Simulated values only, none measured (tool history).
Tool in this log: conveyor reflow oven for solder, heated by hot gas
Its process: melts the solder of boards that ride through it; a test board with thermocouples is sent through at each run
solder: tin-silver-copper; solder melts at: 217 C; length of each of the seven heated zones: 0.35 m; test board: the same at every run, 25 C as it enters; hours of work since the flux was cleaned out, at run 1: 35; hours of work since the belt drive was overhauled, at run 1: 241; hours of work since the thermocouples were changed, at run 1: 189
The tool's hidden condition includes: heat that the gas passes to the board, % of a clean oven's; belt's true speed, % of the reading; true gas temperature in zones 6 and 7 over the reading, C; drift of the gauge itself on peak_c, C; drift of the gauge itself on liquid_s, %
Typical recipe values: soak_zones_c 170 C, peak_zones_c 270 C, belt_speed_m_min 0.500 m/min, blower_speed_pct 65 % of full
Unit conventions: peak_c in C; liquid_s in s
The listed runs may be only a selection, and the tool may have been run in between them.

run,hour,soak_zones_c,peak_zones_c,belt_speed_m_min,blower_speed_pct,hours of work since the flux was cleaned out,hours of work since the belt drive was overhauled,hours of work since the thermocouples were changed,peak_c,liquid_s
1,0.0,170,270,0.500,65,35,241,189,252.5,60.9
2,40.4,170,270,0.451,65,62,269,216,255.7,71.8
3,69.7,170,270,0.451,89,82,289,237,260.0,75.7
4,109.9,170,270,0.451,89,110,317,264,259.9,75.8
5,169.8,179,270,0.500,65,151,358,305,254.1,65.8
6,208.1,179,270,0.500,65,178,384,332,253.8,65.7
7,237.5,179,270,0.500,65,198,404,352,253.7,65.8
# hour 261.3: flux residue cleaned out of gas plates and filters
8,275.3,179,270,0.500,65,10,427,375,253.3,65.9
9,306.2,179,270,0.500,65,31,448,396,253.6,65.8
10,346.7,179,270,0.500,65,59,476,424,253.9,66.2
11,401.2,170,270,0.500,65,96,514,461,252.6,60.6
12,450.9,170,270,0.513,65,130,548,495,251.2,58.5
13,512.8,170,270,0.513,65,173,590,538,251.4,58.4
# hour 572.8: flux residue cleaned out of gas plates and filters
14,578.5,170,270,0.500,65,4,632,580,252.2,61.1
15,630.2,176,270,0.500,65,39,668,615,253.7,64.1
16,669.1,164,269,0.505,77,66,694,642,252.7,59.6
17,698.1,164,269,0.505,77,86,714,662,252.9,59.5
18,749.3,170,270,0.429,81,121,750,697,259.5,79.8
19,795.7,170,270,0.535,53,153,782,729,246.0,49.8
20,824.9,170,270,0.483,63,173,802,749,252.9,63.6
21,856.1,177,262,0.452,51,195,823,771,246.1,64.9
# hour 883.2: flux residue cleaned out of gas plates and filters
22,919.6,177,262,0.452,51,25,863,811,245.8,64.5
23,968.7,177,283,0.452,56,59,897,845,265.8,80.6
24,1005.3,177,283,0.452,56,84,922,870,265.5,81.1
# hour 1031.5: belt drive overhauled, speed set with a stopwatch
25,1046.2,170,270,0.500,87,109,10,895,256.8,65.7
26,1106.8,173,270,0.500,87,151,52,937,257.5,67.0
# hour 1130.8: thermocouples of zones 6 and 7 changed
27,1163.2,172,268,0.591,51,189,89,22,239.7,38.6
# hour 1202.8: flux residue cleaned out of gas plates and filters
28,1216.0,183,268,0.577,62,9,122,55,247.6,52.7
29,1249.0,161,268,0.413,80,32,145,78,257.9,78.4
30,1307.3,161,268,0.444,71,72,185,118,254.2,68.5

Consider 3 possible next runs. They are alternatives, not a sequence: every one starts from the tool as it was left by run 30. What does each give?
A,1365.8,174,270,0.500,65,112,225,158,?,?
B,1365.8,163,263,0.401,65,112,225,158,?,?
C,1365.8,161,270,0.500,65,112,225,158,?,?

run,peak_c,liquid_s
A,252.8,63.0
B,251.6,75.1
C,250.9,56.6
The same runs, with their run-to-run variation unchanged, on a tool lacking any hidden condition would have given:
run,peak_c,liquid_s
A,252.8,63.0
B,251.6,75.1
C,251.0,56.6
